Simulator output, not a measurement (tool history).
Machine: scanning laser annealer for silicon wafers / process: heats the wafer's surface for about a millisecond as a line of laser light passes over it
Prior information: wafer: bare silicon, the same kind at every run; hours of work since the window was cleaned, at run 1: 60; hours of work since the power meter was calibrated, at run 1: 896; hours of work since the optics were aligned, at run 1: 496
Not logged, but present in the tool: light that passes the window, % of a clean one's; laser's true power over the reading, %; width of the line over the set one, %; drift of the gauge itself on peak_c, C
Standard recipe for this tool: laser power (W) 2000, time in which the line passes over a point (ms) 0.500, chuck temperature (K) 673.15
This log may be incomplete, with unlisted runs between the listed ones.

run   hour  laser power (W)  time in which the line passes over a point (ms)  chuck temperature (K)  hours of work since the window was cleaned  hours of work since the power meter was calibrated  hours of work since the optics were aligned  highest temperature of the surface (K)
  1    0.0             2000                                            0.500                 673.15                                          60                                                 896                                          496                                 1457.15
  2   27.6             2000                                            0.500                 659.15                                          80                                                 916                                          515                                 1445.15
  3   57.9             2000                                            0.500                 659.15                                         101                                                 937                                          537                                 1440.15
  4   95.6             2000                                            0.500                 673.15                                         128                                                 964                                          564                                 1452.15
  5  127.6             2000                                            0.500                 673.15                                         151                                                 987                                          587                                 1450.15
  6  145.9             2000                                            0.478                 673.15                                         164                                                1000                                          600                                 1435.15
  7  171.8             2000                                            0.478                 673.15                                         182                                                1018                                          618                                 1432.15
  8  188.9             2196                                            0.478                 673.15                                         194                                                1031                                          630                                 1526.15
  9  223.8             1976                                            0.500                 673.15                                         219                                                1055                                          655                                 1433.15
 10  257.7             2000                                            0.500                 673.15                                         243                                                1080                                          679                                 1447.15
 11  293.6             2000                                            0.500                 673.15                                         269                                                1105                                          705                                 1439.15
 12  316.1             2000                                            0.500                 673.15                                         285                                                1121                                          721                                 1443.15
 13  352.1             2000                                            0.500                 673.15                                         310                                                1147                                          746                                 1443.15
 14  375.9             1704                                            0.504                 673.15                                         327                                                1164                                          763                                 1307.15
 15  399.2             1754                                            0.511                 634.15                                         344                                                1180                                          780                                 1296.15
 16  435.6             2188                                            0.424                 658.15                                         370                                                1206                                          806                                 1451.15
 17  463.0             2188                                            0.424                 658.15                                         389                                                1226                                          825                                 1453.15
 18  490.9             1719                                            0.439                 709.15                                         409                                                1245                                          845                                 1311.15
 19  518.5             1719                                            0.439                 709.15                                         429                                                1265                                          865                                 1308.15
 20  545.7             2168                                            0.500                 673.15                                         448                                                1284                                          884                                 1510.15
 21  571.1             2168                                            0.500                 673.15                                         466                                                1302                                          902                                 1506.15
 22  593.6             1800                                            0.576                 702.15                                         482                                                1318                                          918                                 1410.15
 23  616.3             1938                                            0.354                 699.15                                         498                                                1335                                          934                                 1330.15
     624.5  -- optics aligned, line set to its width
 24  646.3             1938                                            0.354                 699.15                                         516                                                1352                                           15                                 1336.15
 25  673.3             2048                                            0.575                 637.15                                         535                                                1372                                           35                                 1467.15

Consider 3 possible next runs. They are alternatives, not a sequence: every one starts from the tool as it was left by run 25. What does each give?
  A  688.6             2048                                            0.364                 637.15                                         546                                                1382                                           46                                       ?
  B  688.6             2045                                            0.575                 637.15                                         546                                                1382                                           46                                       ?
  C  688.6             2019                                            0.575                 643.15                                         546                                                1382                                           46                                       ?

run  highest temperature of the surface (K)
  A                                 1323.15
  B                                 1466.15
  C                                 1461.15
Stripped of hidden state, with their random variation kept, the same runs would have yielded:
run  highest temperature of the surface (K)
  A                                 1347.15
  B                                 1495.15
  C                                 1489.15
